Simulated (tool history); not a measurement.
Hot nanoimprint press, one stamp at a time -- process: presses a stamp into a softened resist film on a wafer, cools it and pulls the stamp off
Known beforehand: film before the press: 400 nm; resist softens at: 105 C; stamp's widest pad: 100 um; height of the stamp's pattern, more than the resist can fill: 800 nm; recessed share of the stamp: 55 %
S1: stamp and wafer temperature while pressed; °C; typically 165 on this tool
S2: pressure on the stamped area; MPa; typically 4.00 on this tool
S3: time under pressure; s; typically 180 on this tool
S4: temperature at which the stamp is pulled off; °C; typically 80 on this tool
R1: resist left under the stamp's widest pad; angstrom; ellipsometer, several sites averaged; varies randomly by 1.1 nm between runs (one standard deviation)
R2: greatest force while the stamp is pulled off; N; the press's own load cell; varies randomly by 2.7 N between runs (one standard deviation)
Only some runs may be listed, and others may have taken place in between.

run   hour   S1    S2   S3  S4    R1   R2
  1    0.0  165  4.00  180  80  2271  247
  2   12.2  172  4.00  180  80  1677  248
  3   34.9  172  3.74  180  80  1747  261
  4   61.1  165  4.00  180  80  2293  261
  5   91.1  165  4.00  328  80  1926  273
  6  104.0  155  4.54  103  75  3432  274
     128.6  -- stamp cleaned and given a new release coat
  7  132.6  160  4.20  103  75  3095  231
  8  157.8  173  3.93  103  75  1974  243
  9  184.3  173  3.93  103  75  1969  249
     192.2  -- plate thermocouple calibrated
 10  201.9  165  5.29  180  80  1822  241

Branching from run 10: 4 alternative next runs. What would each branch give?
  A  220.2  165  4.00  158  86   ?   ?
  B  220.2  153  4.17  180  75   ?   ?
  C  220.2  165  5.29  180  68   ?   ?
  D  220.2  155  5.29  134  79   ?   ?

run    R1   R2
  A  2226  234
  B  3297  255
  C  1864  266
  D  3032  252
The same runs, with their run-to-run variation unchanged, on a tool lacking any hidden condition would have given:
run    R1   R2
  A  2220  213
  B  3293  232
  C  1855  242
  D  3024  230
